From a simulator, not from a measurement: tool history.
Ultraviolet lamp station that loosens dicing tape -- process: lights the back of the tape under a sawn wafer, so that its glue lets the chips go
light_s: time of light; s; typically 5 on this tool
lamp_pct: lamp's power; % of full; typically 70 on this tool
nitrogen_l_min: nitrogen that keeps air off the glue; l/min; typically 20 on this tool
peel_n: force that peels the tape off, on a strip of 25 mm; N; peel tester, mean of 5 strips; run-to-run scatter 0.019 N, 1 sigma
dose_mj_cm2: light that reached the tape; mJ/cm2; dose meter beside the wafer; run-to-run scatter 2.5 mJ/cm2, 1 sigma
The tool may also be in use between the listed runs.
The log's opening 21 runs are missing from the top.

run 22 hour=290.0 | light_s=5 lamp_pct=94 nitrogen_l_min=20 | peel_n=0.529 dose_mj_cm2=424
run 23 hour=302.1 | light_s=5 lamp_pct=94 nitrogen_l_min=20 | peel_n=0.534 dose_mj_cm2=425
run 24 hour=316.0 | light_s=3 lamp_pct=81 nitrogen_l_min=31 | peel_n=1.306 dose_mj_cm2=215
run 25 hour=332.2 | light_s=3 lamp_pct=81 nitrogen_l_min=31 | peel_n=1.301 dose_mj_cm2=222
run 26 hour=346.2 | light_s=4 lamp_pct=81 nitrogen_l_min=31 | peel_n=0.786 dose_mj_cm2=290
run 27 hour=365.7 | light_s=8 lamp_pct=76 nitrogen_l_min=11 | peel_n=0.518 dose_mj_cm2=547
run 28 hour=385.3 | light_s=3 lamp_pct=76 nitrogen_l_min=31 | peel_n=1.393 dose_mj_cm2=203
run 29 hour=403.1 | light_s=3 lamp_pct=76 nitrogen_l_min=31 | peel_n=1.465 dose_mj_cm2=212
run 30 hour=418.7 | light_s=5 lamp_pct=98 nitrogen_l_min=10 | peel_n=0.815 dose_mj_cm2=441
run 31 hour=433.1 | light_s=5 lamp_pct=98 nitrogen_l_min=10 | peel_n=0.849 dose_mj_cm2=438
run 32 hour=450.9 | light_s=5 lamp_pct=98 nitrogen_l_min=10 | peel_n=0.869 dose_mj_cm2=444
run 33 hour=463.1 | light_s=5 lamp_pct=98 nitrogen_l_min=10 | peel_n=0.886 dose_mj_cm2=441
run 34 hour=482.1 | light_s=4 lamp_pct=66 nitrogen_l_min=18 | peel_n=1.505 dose_mj_cm2=236
-- hour=485.1 window cleaned of glue's vapour
run 35 hour=494.6 | light_s=4 lamp_pct=66 nitrogen_l_min=18 | peel_n=1.516 dose_mj_cm2=240
run 36 hour=506.2 | light_s=5 lamp_pct=65 nitrogen_l_min=20 | peel_n=1.047 dose_mj_cm2=294
run 37 hour=517.7 | light_s=5 lamp_pct=65 nitrogen_l_min=20 | peel_n=1.076 dose_mj_cm2=299
run 38 hour=531.6 | light_s=5 lamp_pct=70 nitrogen_l_min=6 | peel_n=1.995 dose_mj_cm2=314
run 39 hour=549.6 | light_s=5 lamp_pct=70 nitrogen_l_min=11 | peel_n=1.385 dose_mj_cm2=315
run 40 hour=564.1 | light_s=5 lamp_pct=70 nitrogen_l_min=11 | peel_n=1.428 dose_mj_cm2=315
run 41 hour=581.9 | light_s=5 lamp_pct=70 nitrogen_l_min=11 | peel_n=1.467 dose_mj_cm2=314
run 42 hour=600.5 | light_s=5 lamp_pct=70 nitrogen_l_min=11 | peel_n=1.432 dose_mj_cm2=314
run 43 hour=610.9 | light_s=5 lamp_pct=66 nitrogen_l_min=30 | peel_n=0.809 dose_mj_cm2=300
run 44 hour=619.7 | light_s=5 lamp_pct=66 nitrogen_l_min=30 | peel_n=0.774 dose_mj_cm2=294

Branching from run 44: 4 alternative next runs. What would each branch give?
run A hour=638.6 | light_s=5 lamp_pct=70 nitrogen_l_min=20 | peel_n=? dose_mj_cm2=?
run B hour=638.6 | light_s=6 lamp_pct=80 nitrogen_l_min=30 | peel_n=? dose_mj_cm2=?
run C hour=638.6 | light_s=5 lamp_pct=65 nitrogen_l_min=7 | peel_n=? dose_mj_cm2=?
run D hour=638.6 | light_s=5 lamp_pct=61 nitrogen_l_min=13 | peel_n=? dose_mj_cm2=?

run=A peel_n=0.968 dose_mj_cm2=316
run=B peel_n=0.365 dose_mj_cm2=431
run=C peel_n=2.049 dose_mj_cm2=291
run=D peel_n=1.562 dose_mj_cm2=274
What these runs would have given with no unlogged condition in the tool:
run=A peel_n=0.965 dose_mj_cm2=316
run=B peel_n=0.364 dose_mj_cm2=431
run=C peel_n=2.045 dose_mj_cm2=292
run=D peel_n=1.559 dose_mj_cm2=274

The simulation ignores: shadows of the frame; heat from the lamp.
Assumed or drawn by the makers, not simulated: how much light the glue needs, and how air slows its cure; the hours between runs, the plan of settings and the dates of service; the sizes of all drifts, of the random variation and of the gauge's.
